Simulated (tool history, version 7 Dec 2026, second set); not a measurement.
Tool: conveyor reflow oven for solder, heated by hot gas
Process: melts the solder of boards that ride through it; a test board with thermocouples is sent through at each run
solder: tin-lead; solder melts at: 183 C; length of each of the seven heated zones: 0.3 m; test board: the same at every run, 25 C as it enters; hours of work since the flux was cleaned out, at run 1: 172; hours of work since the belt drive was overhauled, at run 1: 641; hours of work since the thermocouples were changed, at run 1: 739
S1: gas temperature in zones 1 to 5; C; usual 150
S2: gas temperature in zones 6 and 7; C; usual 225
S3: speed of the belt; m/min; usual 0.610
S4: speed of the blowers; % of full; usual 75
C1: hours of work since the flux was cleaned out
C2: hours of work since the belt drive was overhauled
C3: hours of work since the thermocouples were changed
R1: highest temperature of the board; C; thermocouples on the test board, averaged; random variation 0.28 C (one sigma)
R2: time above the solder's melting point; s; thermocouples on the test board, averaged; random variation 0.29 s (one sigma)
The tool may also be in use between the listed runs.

run	day	S1	S2	S3	S4	C1	C2	C3	R1	R2
1	0.000	150	225	0.610	75	172	641	739	208.3	41.8
2	1.450	150	225	0.610	70	198	667	765	206.8	40.5
3	3.142	143	225	0.610	75	228	697	796	206.4	37.5
4	5.033	156	225	0.610	75	262	731	830	209.6	44.5
5	6.829	156	225	0.610	75	294	763	862	209.1	44.4
6	8.375	156	229	0.610	75	322	791	889	212.2	46.3
7	10.258	139	225	0.610	75	356	825	923	204.8	34.9
# day 10.621: flux residue cleaned out of gas plates and filters
8	11.592	149	225	0.610	75	17	845	943	208.9	41.9
9	12.762	149	225	0.538	75	38	866	964	212.5	51.2
10	14.250	149	225	0.538	75	65	892	991	212.6	50.7
11	15.617	150	225	0.574	75	89	917	1015	210.7	46.9
12	17.338	150	225	0.574	75	120	948	1046	210.4	46.4
13	18.496	150	225	0.574	75	141	968	1067	210.5	46.5
14	20.729	150	225	0.707	88	181	1008	1107	207.6	34.8
15	22.788	164	225	0.707	67	218	1045	1144	205.1	37.1
16	25.158	164	225	0.707	67	260	1088	1186	205.0	36.7
17	26.533	150	220	0.729	56	285	1112	1211	191.5	15.8
18	27.538	150	220	0.729	56	303	1130	1229	191.5	15.4
19	29.529	159	225	0.668	64	338	1166	1264	204.2	36.4
# day 30.833: flux residue cleaned out of gas plates and filters
20	32.200	159	225	0.668	64	24	1210	1308	206.4	38.5
# day 32.471: thermocouples of zones 6 and 7 changed
21	33.875	147	225	0.591	64	53	1238	25	205.4	39.4
22	35.583	161	216	0.591	67	84	1269	56	202.6	42.6
23	37.338	161	216	0.674	75	115	1300	87	201.0	35.1

4 ways to go on from here, each from the tool as it stands after run 23. What would each give?
A	39.508	154	228	0.610	75	154	1339	126	?	?
B	39.508	139	225	0.610	75	154	1339	126	?	?
C	39.508	158	237	0.674	75	154	1339	126	?	?
D	39.508	144	230	0.495	75	154	1339	126	?	?

run	R1	R2
A	211.3	46.0
B	205.7	36.0
C	216.3	45.6
D	216.5	58.0
Without the tool's hidden state the same runs would have given:
run	R1	R2
A	211.7	45.4
B	206.2	35.7
C	216.8	45.0
D	216.9	57.2
